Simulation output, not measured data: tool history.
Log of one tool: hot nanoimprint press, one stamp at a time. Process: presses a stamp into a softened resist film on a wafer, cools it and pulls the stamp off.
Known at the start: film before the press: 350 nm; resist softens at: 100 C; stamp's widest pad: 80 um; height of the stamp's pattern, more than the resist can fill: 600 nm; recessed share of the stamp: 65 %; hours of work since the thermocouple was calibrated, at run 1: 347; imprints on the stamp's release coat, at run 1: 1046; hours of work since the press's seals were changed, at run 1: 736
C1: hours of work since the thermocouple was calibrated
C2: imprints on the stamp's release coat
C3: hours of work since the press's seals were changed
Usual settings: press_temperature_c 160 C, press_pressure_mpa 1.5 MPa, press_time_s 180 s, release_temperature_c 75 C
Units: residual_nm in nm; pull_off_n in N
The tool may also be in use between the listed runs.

run 1 hour=0 | press_temperature_c=160 press_pressure_mpa=1.5 press_time_s=180 release_temperature_c=75 | C1=347 C2=1046 C3=736 | residual_nm=187.6 pull_off_n=93
-- hour=64 plate thermocouple calibrated
-- hour=82.9 stamp cleaned and given a new release coat
run 2 hour=82.9 | press_temperature_c=160 press_pressure_mpa=1.5 press_time_s=180 release_temperature_c=75 | C1=5 C2=0 C3=766 | residual_nm=187.3 pull_off_n=93
run 3 hour=153.3 | press_temperature_c=160 press_pressure_mpa=1.5 press_time_s=180 release_temperature_c=75 | C1=34 C2=210 C3=795 | residual_nm=188.9 pull_off_n=94
run 4 hour=204.4 | press_temperature_c=160 press_pressure_mpa=1.5 press_time_s=180 release_temperature_c=75 | C1=55 C2=361 C3=816 | residual_nm=188.4 pull_off_n=94
run 5 hour=257 | press_temperature_c=160 press_pressure_mpa=1.5 press_time_s=180 release_temperature_c=75 | C1=76 C2=518 C3=837 | residual_nm=188.2 pull_off_n=94
run 6 hour=290 | press_temperature_c=160 press_pressure_mpa=1.2 press_time_s=180 release_temperature_c=75 | C1=90 C2=616 C3=851 | residual_nm=205.2 pull_off_n=95
run 7 hour=353.3 | press_temperature_c=160 press_pressure_mpa=1.5 press_time_s=180 release_temperature_c=75 | C1=115 C2=804 C3=876 | residual_nm=188.8 pull_off_n=93
run 8 hour=413.5 | press_temperature_c=160 press_pressure_mpa=1.5 press_time_s=180 release_temperature_c=75 | C1=140 C2=983 C3=901 | residual_nm=189.1 pull_off_n=92
run 9 hour=480.1 | press_temperature_c=160 press_pressure_mpa=1.5 press_time_s=180 release_temperature_c=75 | C1=167 C2=1181 C3=928 | residual_nm=188.9 pull_off_n=91
-- hour=515.4 stamp cleaned and given a new release coat
run 10 hour=555.8 | press_temperature_c=149 press_pressure_mpa=1.5 press_time_s=180 release_temperature_c=75 | C1=195 C2=120 C3=956 | residual_nm=298.5 pull_off_n=95
run 11 hour=604.5 | press_temperature_c=149 press_pressure_mpa=1.5 press_time_s=180 release_temperature_c=75 | C1=215 C2=265 C3=976 | residual_nm=296 pull_off_n=91
run 12 hour=665.4 | press_temperature_c=149 press_pressure_mpa=1.5 press_time_s=227 release_temperature_c=75 | C1=240 C2=446 C3=1001 | residual_nm=287.9 pull_off_n=96
run 13 hour=736.3 | press_temperature_c=149 press_pressure_mpa=1.5 press_time_s=227 release_temperature_c=75 | C1=269 C2=657 C3=1030 | residual_nm=287.7 pull_off_n=93
run 14 hour=797 | press_temperature_c=149 press_pressure_mpa=1.94 press_time_s=227 release_temperature_c=75 | C1=294 C2=838 C3=1055 | residual_nm=271.2 pull_off_n=95
run 15 hour=858.3 | press_temperature_c=156 press_pressure_mpa=1.5 press_time_s=180 release_temperature_c=75 | C1=319 C2=1020 C3=1080 | residual_nm=230.9 pull_off_n=95
-- hour=925.7 press's hydraulic seals changed and the load cell set to zero
run 16 hour=929.3 | press_temperature_c=166 press_pressure_mpa=1.5 press_time_s=252 release_temperature_c=75 | C1=344 C2=1207 C3=1 | residual_nm=119.8 pull_off_n=93
-- hour=957 stamp cleaned and given a new release coat
-- hour=1004 plate thermocouple calibrated
run 17 hour=1005.7 | press_temperature_c=160 press_pressure_mpa=2.01 press_time_s=180 release_temperature_c=76 | C1=1 C2=135 C3=29 | residual_nm=166.3 pull_off_n=89
run 18 hour=1048.7 | press_temperature_c=154 press_pressure_mpa=1.3 press_time_s=180 release_temperature_c=75 | C1=18 C2=263 C3=46 | residual_nm=263.3 pull_off_n=93
run 19 hour=1098.4 | press_temperature_c=154 press_pressure_mpa=1.3 press_time_s=180 release_temperature_c=75 | C1=38 C2=411 C3=67 | residual_nm=262.7 pull_off_n=92
run 20 hour=1173 | press_temperature_c=154 press_pressure_mpa=2.31 press_time_s=182 release_temperature_c=75 | C1=69 C2=633 C3=97 | residual_nm=216.7 pull_off_n=92
run 21 hour=1225.8 | press_temperature_c=156 press_pressure_mpa=1.5 press_time_s=180 release_temperature_c=60 | C1=90 C2=790 C3=119 | residual_nm=231.3 pull_off_n=122
run 22 hour=1267.8 | press_temperature_c=160 press_pressure_mpa=1.5 press_time_s=240 release_temperature_c=75 | C1=107 C2=915 C3=136 | residual_nm=172.3 pull_off_n=93
run 23 hour=1312.2 | press_temperature_c=160 press_pressure_mpa=1.5 press_time_s=240 release_temperature_c=75 | C1=126 C2=1047 C3=154 | residual_nm=172.9 pull_off_n=95
run 24 hour=1375 | press_temperature_c=160 press_pressure_mpa=1.5 press_time_s=240 release_temperature_c=75 | C1=151 C2=1233 C3=179 | residual_nm=172.4 pull_off_n=95
-- hour=1393 stamp cleaned and given a new release coat
run 25 hour=1454.7 | press_temperature_c=160 press_pressure_mpa=1.5 press_time_s=221 release_temperature_c=73 | C1=181 C2=183 C3=209 | residual_nm=177.3 pull_off_n=99
run 26 hour=1508.1 | press_temperature_c=160 press_pressure_mpa=1.5 press_time_s=221 release_temperature_c=73 | C1=203 C2=342 C3=231 | residual_nm=178.1 pull_off_n=95
run 27 hour=1563.1 | press_temperature_c=160 press_pressure_mpa=2.02 press_time_s=102 release_temperature_c=73 | C1=225 C2=506 C3=254 | residual_nm=202.9 pull_off_n=99
run 28 hour=1602 | press_temperature_c=160 press_pressure_mpa=2.02 press_time_s=102 release_temperature_c=73 | C1=241 C2=622 C3=269 | residual_nm=202.5 pull_off_n=97
run 29 hour=1654 | press_temperature_c=150 press_pressure_mpa=1.5 press_time_s=180 release_temperature_c=75 | C1=262 C2=776 C3=291 | residual_nm=292.1 pull_off_n=93
run 30 hour=1723.3 | press_temperature_c=160 press_pressure_mpa=1.96 press_time_s=180 release_temperature_c=78 | C1=291 C2=982 C3=319 | residual_nm=169.2 pull_off_n=89

The same runs without the tool's hidden state, with the same run-to-run variation:
The hidden state here: true temperature over the reading, C; pressure that arrives at the usual setting, %; grip of the stamp's worn release coat, % over a new coat's; drift of the gauge itself on residual_nm, %; drift of the gauge itself on pull_off_n, %.
run=1 residual_nm=188
run=2 residual_nm=186.8
run=3 residual_nm=188.3
run=4 residual_nm=187.7
run=5 residual_nm=187.4
run=6 residual_nm=204.4
run=7 residual_nm=187.8
run=8 residual_nm=188
run=9 residual_nm=187.7
run=10 residual_nm=296.4
run=11 residual_nm=293.8
run=12 residual_nm=285.6
run=13 residual_nm=285.1
run=14 residual_nm=268.6
run=15 residual_nm=228.6
run=16 residual_nm=118.7
run=17 residual_nm=164.2
run=18 residual_nm=259.9
run=19 residual_nm=259.1
run=20 residual_nm=213.6
run=21 residual_nm=227.8
run=22 residual_nm=169.7
run=23 residual_nm=170.2
run=24 residual_nm=169.6
run=25 residual_nm=174.3
run=26 residual_nm=175
run=27 residual_nm=199.2
run=28 residual_nm=198.7
run=29 residual_nm=286.3
run=30 residual_nm=165.9
pull_off_n: within 1 N of the measured result in every run.
